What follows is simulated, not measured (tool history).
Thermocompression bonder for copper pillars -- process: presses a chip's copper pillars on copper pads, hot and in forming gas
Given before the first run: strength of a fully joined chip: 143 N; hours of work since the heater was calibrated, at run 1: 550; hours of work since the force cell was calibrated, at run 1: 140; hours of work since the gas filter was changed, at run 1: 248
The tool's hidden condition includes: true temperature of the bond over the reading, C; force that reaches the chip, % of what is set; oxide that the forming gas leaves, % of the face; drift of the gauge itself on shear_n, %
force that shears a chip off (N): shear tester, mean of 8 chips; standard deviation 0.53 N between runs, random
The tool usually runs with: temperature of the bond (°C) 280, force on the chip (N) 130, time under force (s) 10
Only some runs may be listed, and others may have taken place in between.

| run | hour | temperature of the bond (°C) | force on the chip (N) | time under force (s) | hours of work since the heater was calibrated | hours of work since the force cell was calibrated | hours of work since the gas filter was changed | force that shears a chip off (N) |
|---|---|---|---|---|---|---|---|---|
| 1 | 0.0 | 280 | 130 | 10 | 550 | 140 | 248 | 55.5 |
| 2 | 17.5 | 280 | 130 | 10 | 558 | 148 | 256 | 55.0 |
| 3 | 28.5 | 280 | 130 | 10 | 564 | 153 | 262 | 56.0 |
| 4 | 54.7 | 280 | 130 | 11 | 576 | 166 | 274 | 57.3 |
| 5 | 79.1 | 303 | 130 | 10 | 588 | 178 | 286 | 75.5 |
| 6 | 91.4 | 303 | 130 | 10 | 594 | 184 | 292 | 75.8 |
| 7 | 109.2 | 303 | 130 | 10 | 603 | 192 | 301 | 75.5 |
| 8 | 120.6 | 280 | 130 | 10 | 608 | 198 | 306 | 55.5 |
| 9 | 137.9 | 280 | 130 | 8 | 617 | 206 | 315 | 51.3 |
| 10 | 155.4 | 280 | 130 | 10 | 625 | 215 | 323 | 55.1 |
| 11 | 169.0 | 280 | 130 | 10 | 632 | 222 | 330 | 54.9 |
| 12 | 195.5 | 280 | 130 | 10 | 645 | 234 | 343 | 55.0 |
| 13 | 221.5 | 280 | 130 | 10 | 657 | 247 | 355 | 55.1 |
| 14 | 247.7 | 280 | 130 | 10 | 670 | 260 | 368 | 54.5 |
|  | 251.9 | forming gas filter changed |
| 15 | 272.6 | 280 | 130 | 10 | 682 | 272 | 10 | 57.9 |
| 16 | 297.7 | 280 | 130 | 10 | 694 | 284 | 22 | 56.5 |
| 17 | 325.0 | 256 | 130 | 10 | 707 | 297 | 35 | 37.4 |
| 18 | 337.0 | 256 | 130 | 10 | 713 | 303 | 41 | 38.3 |
| 19 | 359.9 | 280 | 130 | 10 | 724 | 314 | 52 | 56.5 |
| 20 | 378.6 | 280 | 130 | 10 | 733 | 323 | 61 | 57.0 |
| 21 | 405.9 | 280 | 130 | 10 | 746 | 336 | 75 | 57.2 |
| 22 | 418.4 | 287 | 100 | 10 | 753 | 342 | 81 | 48.1 |
| 23 | 439.6 | 287 | 100 | 10 | 763 | 353 | 91 | 47.9 |
| 24 | 455.3 | 287 | 100 | 10 | 770 | 360 | 99 | 48.1 |
| 25 | 473.2 | 287 | 100 | 10 | 779 | 369 | 107 | 47.9 |
| 26 | 490.4 | 287 | 134 | 10 | 787 | 377 | 116 | 64.6 |
| 27 | 513.2 | 287 | 134 | 10 | 798 | 388 | 127 | 64.7 |
| 28 | 536.2 | 266 | 104 | 7 | 810 | 399 | 138 | 29.9 |
| 29 | 553.4 | 307 | 149 | 10 | 818 | 408 | 146 | 87.5 |
| 30 | 575.3 | 307 | 145 | 23 | 829 | 418 | 157 | 107.0 |
| 31 | 589.9 | 307 | 145 | 9 | 836 | 425 | 164 | 85.0 |
| 32 | 613.0 | 280 | 143 | 11 | 847 | 437 | 175 | 62.9 |
| 33 | 626.4 | 308 | 114 | 10 | 853 | 443 | 182 | 72.4 |
| 34 | 652.7 | 251 | 126 | 16 | 866 | 456 | 194 | 39.9 |
| 35 | 666.6 | 251 | 126 | 16 | 873 | 463 | 201 | 39.3 |
| 36 | 688.7 | 307 | 189 | 6 | 884 | 473 | 212 | 91.6 |
| 37 | 714.6 | 263 | 175 | 24 | 896 | 486 | 224 | 77.9 |
| 38 | 732.6 | 270 | 105 | 27 | 905 | 495 | 233 | 55.9 |
| 39 | 758.1 | 270 | 105 | 27 | 917 | 507 | 246 | 56.0 |
| 40 | 775.2 | 275 | 105 | 16 | 926 | 515 | 254 | 48.5 |

How the hidden state differs across the entries between the runs, from the last listed run before each to the first after it:
Logged between run 14 and run 15: forming gas filter changed (hour 251.9)
  force that reaches the chip, % of what is set: 101.7 -> 101.8; oxide that the forming gas leaves, % of the face: 5.27 -> 0.82
  what was measured, less what the result would be without the hidden state, force that shears a chip off (N): -4.7 -> -2.1
